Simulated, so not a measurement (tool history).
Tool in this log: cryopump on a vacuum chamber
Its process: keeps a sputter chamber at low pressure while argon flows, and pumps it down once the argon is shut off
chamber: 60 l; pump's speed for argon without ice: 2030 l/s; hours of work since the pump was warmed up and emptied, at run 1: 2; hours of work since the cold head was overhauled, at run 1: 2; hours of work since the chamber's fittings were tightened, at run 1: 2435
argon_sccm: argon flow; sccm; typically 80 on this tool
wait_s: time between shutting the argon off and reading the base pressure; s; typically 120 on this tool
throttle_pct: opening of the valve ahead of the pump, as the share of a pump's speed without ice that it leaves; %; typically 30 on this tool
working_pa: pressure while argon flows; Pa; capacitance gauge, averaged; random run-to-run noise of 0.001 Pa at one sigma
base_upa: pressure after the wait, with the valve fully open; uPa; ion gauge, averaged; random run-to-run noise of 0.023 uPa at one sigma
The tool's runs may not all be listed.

run   hour  argon_sccm  wait_s  throttle_pct  hours of work since the pump was warmed up and emptied  hours of work since the cold head was overhauled  hours of work since the chamber's fittings were tightened  working_pa  base_upa
  1    0.0          80     120            30                                                       2                                                 2                                                       2435      0.2228      0.96
  2   36.9          80      32            30                                                      22                                                22                                                       2454      0.2222      2.43
  3   72.0          80      32            30                                                      40                                                40                                                       2472      0.2239      2.53
  4  114.3         135     120            30                                                      62                                                62                                                       2495      0.3740      0.95
  5  172.0         135     120            30                                                      93                                                93                                                       2525      0.3737      1.00
  6  205.0          80     216            30                                                     110                                               110                                                       2542      0.2255      0.73
  7  269.9          80     216            36                                                     144                                               144                                                       2576      0.1875      0.75
  8  331.3          80     198            46                                                     176                                               176                                                       2608      0.1462      0.77
  9  383.4          37     106            19                                                     203                                               203                                                       2636      0.1635      1.07
 10  417.3          64      21            19                                                     221                                               221                                                       2653      0.2858      3.57
 11  465.6          64      46            19                                                     246                                               246                                                       2679      0.2826      1.92
 12  496.0          54      33            47                                                     262                                               262                                                       2695      0.0981      2.52
 13  529.8          54      33            47                                                     280                                               280                                                       2712      0.0984      2.49

5 options for the next run, each taken on its own from the tool as it stands now. Forecast them:
  A  564.3         104     120            30                                                     298                                               298                                                       2731           ?         ?
  B  564.3          54     279            47                                                     298                                               298                                                       2731           ?         ?
  C  564.3          41      22            26                                                     298                                               298                                                       2731           ?         ?
  D  564.3          39     120            26                                                     298                                               298                                                       2731           ?         ?
  E  564.3         151     120            30                                                     298                                               298                                                       2731           ?         ?

run  working_pa  base_upa
  A      0.2939      1.03
  B      0.0995      0.67
  C      0.1335      3.55
  D      0.1280      0.99
  E      0.4281      0.95
Without the tool's unlogged condition, the same runs would have read:
run  working_pa  base_upa
  A      0.2880      0.74
  B      0.0964      0.38
  C      0.1311      3.26
  D      0.1257      0.71
  E      0.4195      0.67
